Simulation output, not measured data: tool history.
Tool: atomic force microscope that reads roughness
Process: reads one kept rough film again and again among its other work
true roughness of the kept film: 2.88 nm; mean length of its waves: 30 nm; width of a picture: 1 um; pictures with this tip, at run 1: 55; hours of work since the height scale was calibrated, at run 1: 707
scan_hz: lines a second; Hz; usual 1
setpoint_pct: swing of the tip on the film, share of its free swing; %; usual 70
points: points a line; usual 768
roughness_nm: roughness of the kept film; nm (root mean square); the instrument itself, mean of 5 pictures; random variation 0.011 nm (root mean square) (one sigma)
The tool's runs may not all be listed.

| run | hour | scan_hz | setpoint_pct | points | pictures with this tip | hours of work since the height scale was calibrated | roughness_nm |
|---|---|---|---|---|---|---|---|
| 1 | 0 | 1 | 70 | 768 | 55 | 707 | 2.508 |
| 2 | 53.8 | 1 | 70 | 768 | 117 | 729 | 2.489 |
| 3 | 91.6 | 1 | 70 | 768 | 161 | 744 | 2.488 |
| 4 | 124.9 | 1 | 70 | 768 | 199 | 758 | 2.497 |
| 5 | 167.9 | 1 | 70 | 768 | 249 | 775 | 2.499 |
| 6 | 203.7 | 1 | 70 | 768 | 290 | 789 | 2.507 |
| 7 | 261.8 | 1.45 | 70 | 768 | 357 | 813 | 2.439 |
|  | 290.4 | new tip fitted |
| 8 | 291.7 | 1 | 70 | 768 | 2 | 825 | 2.504 |
| 9 | 342.9 | 1 | 70 | 768 | 61 | 846 | 2.512 |
| 10 | 379.4 | 1 | 59 | 768 | 102 | 860 | 2.579 |
| 11 | 430.3 | 1 | 59 | 768 | 161 | 881 | 2.558 |
| 12 | 483.9 | 1 | 59 | 768 | 223 | 903 | 2.557 |
| 13 | 543.2 | 1 | 59 | 768 | 291 | 927 | 2.563 |
| 14 | 603.1 | 1 | 59 | 768 | 360 | 951 | 2.568 |
|  | 626 | new tip fitted |
| 15 | 639.5 | 1 | 59 | 768 | 15 | 965 | 2.556 |
| 16 | 669.6 | 1 | 59 | 768 | 50 | 978 | 2.574 |
| 17 | 720.5 | 1 | 59 | 768 | 109 | 998 | 2.577 |
| 18 | 772.9 | 1 | 59 | 768 | 169 | 1019 | 2.571 |
| 19 | 808 | 1 | 59 | 768 | 209 | 1034 | 2.569 |
|  | 814.3 | height scale calibrated on a step standard |
| 20 | 864.5 | 0.59 | 70 | 503 | 273 | 20 | 2.567 |
| 21 | 906.4 | 0.92 | 90 | 501 | 321 | 37 | 2.329 |
|  | 962.8 | new tip fitted |
| 22 | 966.9 | 0.92 | 90 | 501 | 4 | 62 | 2.339 |
| 23 | 1006.8 | 0.92 | 90 | 501 | 50 | 78 | 2.324 |
| 24 | 1052 | 0.69 | 72 | 342 | 102 | 96 | 2.524 |
| 25 | 1104.8 | 1 | 79 | 511 | 163 | 117 | 2.42 |
| 26 | 1136.7 | 1 | 61 | 266 | 200 | 130 | 2.53 |
| 27 | 1189.9 | 1 | 61 | 266 | 261 | 152 | 2.537 |
| 28 | 1223.2 | 1.19 | 78 | 268 | 299 | 165 | 2.372 |
| 29 | 1255.4 | 2.48 | 70 | 583 | 337 | 178 | 2.329 |
| 30 | 1281.1 | 2.48 | 70 | 583 | 366 | 189 | 2.305 |
|  | 1300.5 | new tip fitted |
| 31 | 1314.2 | 1.46 | 70 | 547 | 16 | 202 | 2.442 |

How the hidden state differs across the entries between the runs, from the last listed run before each to the first after it:
Between runs 7 and 8: new tip fitted (hour 290.4)
  radius of the tip, nm: 7.2 -> 7
Between runs 14 and 15: new tip fitted (hour 626)
  radius of the tip, nm: 7.2 -> 7
Between runs 19 and 20: height scale calibrated on a step standard (hour 814.3)
  radius of the tip, nm: 7.1 -> 7.2; height scale over the true one, %: 0.03 -> 0
Between runs 21 and 22: new tip fitted (hour 962.8)
  radius of the tip, nm: 7.2 -> 7
Between runs 30 and 31: new tip fitted (hour 1300.5)
  radius of the tip, nm: 7.2 -> 7; height scale over the true one, %: 0 -> 0.01

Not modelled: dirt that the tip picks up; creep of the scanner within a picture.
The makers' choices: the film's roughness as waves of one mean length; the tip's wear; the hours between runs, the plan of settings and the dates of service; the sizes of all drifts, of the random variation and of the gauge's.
